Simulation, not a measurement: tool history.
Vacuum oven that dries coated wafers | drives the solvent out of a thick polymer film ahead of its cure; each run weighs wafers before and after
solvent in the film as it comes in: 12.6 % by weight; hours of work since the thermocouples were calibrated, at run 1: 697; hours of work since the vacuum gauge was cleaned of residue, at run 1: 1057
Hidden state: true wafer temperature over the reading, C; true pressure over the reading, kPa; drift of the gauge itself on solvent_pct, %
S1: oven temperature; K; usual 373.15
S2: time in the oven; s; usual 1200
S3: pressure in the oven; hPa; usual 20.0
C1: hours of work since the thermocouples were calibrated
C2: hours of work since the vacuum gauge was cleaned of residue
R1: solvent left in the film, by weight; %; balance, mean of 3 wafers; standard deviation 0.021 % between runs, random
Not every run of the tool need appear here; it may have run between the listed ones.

run,hour,S1,S2,S3,C1,C2,R1
1,0.0,373.15,1200,20.0,697,1057,2.76
2,44.4,373.15,1200,20.0,717,1077,2.73
3,82.5,373.15,660,20.0,735,1095,4.02
4,139.0,369.15,660,20.0,761,1121,5.09
5,175.5,373.15,1200,23.3,778,1137,3.14
6,210.8,373.15,1200,23.3,794,1154,3.14
# hour 266.4: oven's thermocouples calibrated
7,266.4,373.15,1200,23.3,0,1178,3.11
8,306.0,373.15,1440,20.0,18,1196,2.56
9,337.8,373.15,1440,68.0,33,1211,7.90
10,382.1,373.15,1440,68.0,53,1231,7.90
11,432.8,373.15,1440,68.0,76,1254,7.90
12,469.0,373.15,1440,68.0,93,1271,7.95
13,522.3,373.15,1440,68.0,117,1295,7.93
# hour 555.7: vacuum gauge cleaned of residue and calibrated
14,555.7,373.15,1200,43.1,132,0,5.25
15,599.1,373.15,1200,20.0,152,20,2.77
16,629.6,373.15,1200,20.9,166,34,2.87
17,664.3,364.15,1200,20.0,182,50,4.96
18,695.2,364.15,1200,20.0,196,64,4.90
19,730.8,364.15,1200,20.0,212,80,4.90
20,786.8,364.15,1200,20.0,238,106,4.91
21,840.1,364.15,1200,20.0,262,130,4.90
22,887.6,364.15,660,20.0,284,152,6.54
23,917.1,373.15,1200,20.0,298,166,2.78
24,950.7,373.15,1200,20.0,313,181,2.79
25,988.7,373.15,1200,20.0,330,199,2.75
26,1020.4,365.15,1560,41.1,345,213,6.91
27,1051.0,368.15,1320,67.8,359,227,9.64
28,1083.8,368.15,1320,67.8,374,242,9.62

What does the tool deliver on the next run?
29,1132.4,368.15,1680,15.9,396,264,?

{"run 29": {"R1": 2.74}}
Take away the tool's hidden state, keep the run-to-run variation as it was, and the same run would have given R1 2.73 %.

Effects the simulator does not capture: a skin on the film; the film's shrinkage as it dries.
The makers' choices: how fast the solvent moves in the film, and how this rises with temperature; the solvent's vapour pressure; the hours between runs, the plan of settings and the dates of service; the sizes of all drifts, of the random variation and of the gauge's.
